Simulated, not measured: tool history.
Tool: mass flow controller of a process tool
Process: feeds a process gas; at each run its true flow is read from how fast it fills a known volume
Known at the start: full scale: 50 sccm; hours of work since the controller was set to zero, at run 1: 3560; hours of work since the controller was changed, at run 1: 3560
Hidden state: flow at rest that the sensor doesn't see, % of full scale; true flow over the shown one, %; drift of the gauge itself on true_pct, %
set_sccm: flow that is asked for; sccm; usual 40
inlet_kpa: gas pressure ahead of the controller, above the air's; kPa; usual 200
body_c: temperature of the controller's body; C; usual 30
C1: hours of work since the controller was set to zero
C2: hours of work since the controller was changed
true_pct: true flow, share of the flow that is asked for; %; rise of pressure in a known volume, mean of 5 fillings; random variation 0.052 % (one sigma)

run 1 hour=0 | set_sccm=40 inlet_kpa=200 body_c=30 | C1=3560 C2=3560 | true_pct=100.39
run 2 hour=86.7 | set_sccm=40 inlet_kpa=146 body_c=30 | C1=3628 C2=3628 | true_pct=100.04
run 3 hour=211.8 | set_sccm=40 inlet_kpa=200 body_c=34 | C1=3726 C2=3726 | true_pct=100.69
run 4 hour=360.5 | set_sccm=40 inlet_kpa=200 body_c=30 | C1=3843 C2=3843 | true_pct=100.29
run 5 hour=498.2 | set_sccm=40 inlet_kpa=200 body_c=30 | C1=3951 C2=3951 | true_pct=100.29
run 6 hour=656 | set_sccm=16 inlet_kpa=200 body_c=30 | C1=4074 C2=4074 | true_pct=99.89
run 7 hour=740.7 | set_sccm=16 inlet_kpa=200 body_c=30 | C1=4141 C2=4141 | true_pct=99.84
run 8 hour=913 | set_sccm=16 inlet_kpa=200 body_c=30 | C1=4276 C2=4276 | true_pct=99.94
run 9 hour=1041.3 | set_sccm=24 inlet_kpa=200 body_c=30 | C1=4376 C2=4376 | true_pct=100.04
run 10 hour=1167.3 | set_sccm=24 inlet_kpa=236 body_c=30 | C1=4475 C2=4475 | true_pct=100.27
run 11 hour=1355.3 | set_sccm=24 inlet_kpa=236 body_c=30 | C1=4623 C2=4623 | true_pct=100.21
run 12 hour=1521.5 | set_sccm=19 inlet_kpa=236 body_c=30 | C1=4753 C2=4753 | true_pct=100.18
run 13 hour=1612.3 | set_sccm=19 inlet_kpa=236 body_c=30 | C1=4824 C2=4824 | true_pct=100.12
run 14 hour=1790.6 | set_sccm=19 inlet_kpa=236 body_c=30 | C1=4964 C2=4964 | true_pct=100.26
run 15 hour=1932.9 | set_sccm=19 inlet_kpa=236 body_c=30 | C1=5075 C2=5075 | true_pct=100.31
run 16 hour=2055.6 | set_sccm=40 inlet_kpa=225 body_c=30 | C1=5171 C2=5171 | true_pct=100.46
run 17 hour=2217.9 | set_sccm=40 inlet_kpa=225 body_c=30 | C1=5299 C2=5299 | true_pct=100.49
run 18 hour=2375.4 | set_sccm=40 inlet_kpa=213 body_c=30 | C1=5422 C2=5422 | true_pct=100.45
run 19 hour=2521.9 | set_sccm=6 inlet_kpa=200 body_c=30 | C1=5537 C2=5537 | true_pct=99.81
run 20 hour=2681.6 | set_sccm=6 inlet_kpa=200 body_c=30 | C1=5662 C2=5662 | true_pct=99.7
run 21 hour=2768.3 | set_sccm=6 inlet_kpa=200 body_c=30 | C1=5730 C2=5730 | true_pct=99.74
run 22 hour=2847.8 | set_sccm=6 inlet_kpa=200 body_c=30 | C1=5793 C2=5793 | true_pct=99.69
run 23 hour=2939.9 | set_sccm=6 inlet_kpa=200 body_c=30 | C1=5865 C2=5865 | true_pct=99.73
run 24 hour=3069.8 | set_sccm=6 inlet_kpa=200 body_c=30 | C1=5967 C2=5967 | true_pct=99.72
run 25 hour=3248.8 | set_sccm=5 inlet_kpa=147 body_c=30 | C1=6107 C2=6107 | true_pct=99.41
run 26 hour=3343.2 | set_sccm=5 inlet_kpa=202 body_c=40 | C1=6181 C2=6181 | true_pct=100.78
run 27 hour=3480.7 | set_sccm=10 inlet_kpa=200 body_c=30 | C1=6289 C2=6289 | true_pct=99.82
run 28 hour=3645 | set_sccm=10 inlet_kpa=200 body_c=30 | C1=6417 C2=6417 | true_pct=99.81
run 29 hour=3826.4 | set_sccm=10 inlet_kpa=200 body_c=30 | C1=6560 C2=6560 | true_pct=99.85
run 30 hour=3939.8 | set_sccm=40 inlet_kpa=200 body_c=33 | C1=6649 C2=6649 | true_pct=100.5
run 31 hour=4123.5 | set_sccm=39 inlet_kpa=188 body_c=30 | C1=6793 C2=6793 | true_pct=100.16
run 32 hour=4276.5 | set_sccm=7 inlet_kpa=148 body_c=30 | C1=6913 C2=6913 | true_pct=99.45
run 33 hour=4365.1 | set_sccm=7 inlet_kpa=181 body_c=29 | C1=6982 C2=6982 | true_pct=99.53
run 34 hour=4506.9 | set_sccm=40 inlet_kpa=157 body_c=30 | C1=7093 C2=7093 | true_pct=100.01
run 35 hour=4670.3 | set_sccm=40 inlet_kpa=157 body_c=30 | C1=7221 C2=7221 | true_pct=100.1
run 36 hour=4827.3 | set_sccm=8 inlet_kpa=213 body_c=32 | C1=7344 C2=7344 | true_pct=100.02
run 37 hour=4936.4 | set_sccm=8 inlet_kpa=213 body_c=32 | C1=7430 C2=7430 | true_pct=100.11
run 38 hour=5078.8 | set_sccm=7 inlet_kpa=178 body_c=22 | C1=7541 C2=7541 | true_pct=98.85
run 39 hour=5265.3 | set_sccm=7 inlet_kpa=178 body_c=22 | C1=7688 C2=7688 | true_pct=98.97
run 40 hour=5360.4 | set_sccm=40 inlet_kpa=193 body_c=35 | C1=7762 C2=7762 | true_pct=100.82
run 41 hour=5494.1 | set_sccm=40 inlet_kpa=193 body_c=35 | C1=7867 C2=7867 | true_pct=100.8
run 42 hour=5673.1 | set_sccm=7 inlet_kpa=245 body_c=30 | C1=8007 C2=8007 | true_pct=100
run 43 hour=5814.5 | set_sccm=37 inlet_kpa=161 body_c=24 | C1=8118 C2=8118 | true_pct=99.45
run 44 hour=5989.9 | set_sccm=32 inlet_kpa=149 body_c=35 | C1=8256 C2=8256 | true_pct=100.38
-- hour=6031.5 controller's zero set anew
run 45 hour=6151.4 | set_sccm=7 inlet_kpa=175 body_c=22 | C1=94 C2=8382 | true_pct=98.82
run 46 hour=6313.7 | set_sccm=36 inlet_kpa=200 body_c=30 | C1=221 C2=8509 | true_pct=100.34
run 47 hour=6462.6 | set_sccm=44 inlet_kpa=200 body_c=21 | C1=338 C2=8626 | true_pct=99.49

Forecast each of these 4 alternatives for the next run:
run A hour=6550.4 | set_sccm=23 inlet_kpa=158 body_c=28 | C1=407 C2=8695 | true_pct=?
run B hour=6550.4 | set_sccm=44 inlet_kpa=156 body_c=28 | C1=407 C2=8695 | true_pct=?
run C hour=6550.4 | set_sccm=7 inlet_kpa=200 body_c=21 | C1=407 C2=8695 | true_pct=?
run D hour=6550.4 | set_sccm=40 inlet_kpa=219 body_c=35 | C1=407 C2=8695 | true_pct=?

run=A true_pct=99.56
run=B true_pct=99.94
run=C true_pct=98.86
run=D true_pct=100.98
Without the tool's hidden state the same runs would have given:
run=A true_pct=99.56
run=B true_pct=99.94
run=C true_pct=98.86
run=D true_pct=100.98
